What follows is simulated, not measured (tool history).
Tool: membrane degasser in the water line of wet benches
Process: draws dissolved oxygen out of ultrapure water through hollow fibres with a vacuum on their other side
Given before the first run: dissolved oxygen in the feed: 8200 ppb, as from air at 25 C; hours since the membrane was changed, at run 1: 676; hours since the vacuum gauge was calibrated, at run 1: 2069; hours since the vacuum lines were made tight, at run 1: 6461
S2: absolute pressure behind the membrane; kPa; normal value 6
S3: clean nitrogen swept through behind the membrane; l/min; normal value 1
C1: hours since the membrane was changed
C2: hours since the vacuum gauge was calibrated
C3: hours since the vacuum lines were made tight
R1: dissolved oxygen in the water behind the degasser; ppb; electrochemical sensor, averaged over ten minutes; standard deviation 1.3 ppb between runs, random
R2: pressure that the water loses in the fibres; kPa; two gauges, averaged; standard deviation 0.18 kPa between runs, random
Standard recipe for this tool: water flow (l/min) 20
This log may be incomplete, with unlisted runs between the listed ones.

Run 1, hour 0: usual settings; C1 676; C2 2069; C3 6461. Result: R1 132.9 ppb, R2 30.14 kPa.
Run 2, hour 28.8: usual settings; C1 704; C2 2098; C3 6490. Result: R1 136.9 ppb, R2 30.64 kPa.
Run 3, hour 62.1: usual settings; C1 738; C2 2131; C3 6523. Result: R1 136.1 ppb, R2 30.05 kPa.
Run 4, hour 84.2: usual settings; C1 760; C2 2154; C3 6546. Result: R1 136.3 ppb, R2 30.4 kPa.
Run 5, hour 126.9: usual settings; C1 802; C2 2196; C3 6588. Result: R1 136.5 ppb, R2 30.19 kPa.
Run 6, hour 145.2: usual settings; C1 821; C2 2215; C3 6607. Result: R1 135.3 ppb, R2 30.02 kPa.
Run 7, hour 169.3: usual settings but water flow (l/min) 30; C1 845; C2 2239; C3 6631. Result: R1 220.3 ppb, R2 45.58 kPa.
Run 8, hour 201: usual settings but S3 1.04 l/min; C1 877; C2 2270; C3 6662. Result: R1 130.9 ppb, R2 30.38 kPa.
Run 9, hour 222.3: usual settings but S3 1.04 l/min; C1 898; C2 2292; C3 6684. Result: R1 132.2 ppb, R2 30.34 kPa.
At hour 226.8: vacuum gauge calibrated.
Run 10, hour 252.2: usual settings but S2 8.69 kPa; C1 927; C2 25; C3 6713. Result: R1 262.6 ppb, R2 30.44 kPa.
Run 11, hour 294.9: usual settings; C1 970; C2 68; C3 6756. Result: R1 142.6 ppb, R2 30.24 kPa.
Run 12, hour 314.8: usual settings but water flow (l/min) 29, S2 3.72 kPa, S3 0.52 l/min; C1 990; C2 88; C3 6776. Result: R1 113 ppb, R2 44.06 kPa.
Run 13, hour 359.6: usual settings but water flow (l/min) 29, S2 3.72 kPa, S3 0.52 l/min; C1 1035; C2 133; C3 6820. Result: R1 115 ppb, R2 43.79 kPa.
Run 14, hour 384.8: usual settings but water flow (l/min) 17, S2 8.48 kPa, S3 0.52 l/min; C1 1060; C2 158; C3 6846. Result: R1 364.7 ppb, R2 25.78 kPa.
At hour 412: vacuum gauge calibrated, once more.
Run 15, hour 419.1: usual settings but S2 4.09 kPa, S3 2.7 l/min; C1 1094; C2 7; C3 6879. Result: R1 20.4 ppb, R2 30.47 kPa.
Run 16, hour 464.2: usual settings but S2 4.09 kPa, S3 2.7 l/min; C1 1139; C2 52; C3 6924. Result: R1 20.2 ppb, R2 30.6 kPa.
Run 17, hour 498.2: usual settings but S2 4.09 kPa, S3 2.7 l/min; C1 1173; C2 86; C3 6959. Result: R1 20.4 ppb, R2 30.6 kPa.
Run 18, hour 522.2: usual settings but S2 13.82 kPa, S3 1.59 l/min; C1 1197; C2 110; C3 6982. Result: R1 304 ppb, R2 30.44 kPa.

Forecast run 19:
Run 19, hour 551: usual settings but water flow (l/min) 26, S3 0.87 l/min; C1 1226; C2 139; C3 7011. Result: R1 ?, R2 ?.

{"run 19": {"R1": 193.2, "R2": 39.51}}
With no hidden state in the tool, this same run would have given R1 190.5 ppb, R2 39.18 kPa.
